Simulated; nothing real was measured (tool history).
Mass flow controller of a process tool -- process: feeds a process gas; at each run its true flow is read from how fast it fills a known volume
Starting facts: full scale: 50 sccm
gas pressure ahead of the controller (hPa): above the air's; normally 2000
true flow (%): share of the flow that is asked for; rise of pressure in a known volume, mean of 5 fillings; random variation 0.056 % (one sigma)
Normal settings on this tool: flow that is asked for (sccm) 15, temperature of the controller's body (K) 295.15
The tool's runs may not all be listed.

run,hour,flow that is asked for (sccm),gas pressure ahead of the controller (hPa),temperature of the controller's body (K),true flow (%)
1,0.0,15,2000,295.15,97.31
2,98.3,15,2000,295.15,97.47
3,176.1,15,2000,307.15,99.09
4,218.9,15,2000,307.15,99.13
5,270.6,15,2000,307.15,99.32
6,325.1,15,2670,295.15,97.73
7,373.0,15,2670,295.15,97.81
8,457.3,15,2670,295.15,97.88
9,526.1,15,2000,295.15,98.32
10,598.7,15,2000,295.15,98.23
11,694.4,15,2000,303.15,99.46
12,759.0,15,2000,295.15,98.62
13,850.0,15,2000,295.15,98.71
14,940.5,15,2000,295.15,98.93
15,995.9,15,1660,295.15,99.08
16,1071.8,25,1740,295.15,99.88
17,1124.6,21,2000,297.15,99.88
18,1187.1,21,2000,297.15,100.04
19,1285.1,6,2030,305.15,100.06
20,1381.9,6,2030,305.15,100.20
21,1473.6,21,1940,304.15,101.33
22,1516.7,8,1610,295.15,99.50
23,1588.2,14,1610,303.15,100.96
24,1664.0,36,1790,293.15,101.31
25,1704.7,36,1790,293.15,101.32
# hour 1712.4: gauge calibrated
26,1744.9,7,1790,293.15,96.69
27,1810.3,7,1790,293.15,96.90
28,1901.7,34,2250,309.15,100.69
29,1967.4,34,2250,309.15,100.63

Alternative continuations, all from the tool just after run 29; predict every row:
A,2025.7,15,2000,308.15,?
B,2025.7,10,2670,293.15,?
C,2025.7,17,2250,310.15,?

run,true flow (%)
A,99.44
B,97.14
C,99.74
Without the tool's hidden state the same runs would have given:
run,true flow (%)
A,98.93
B,96.64
C,99.22
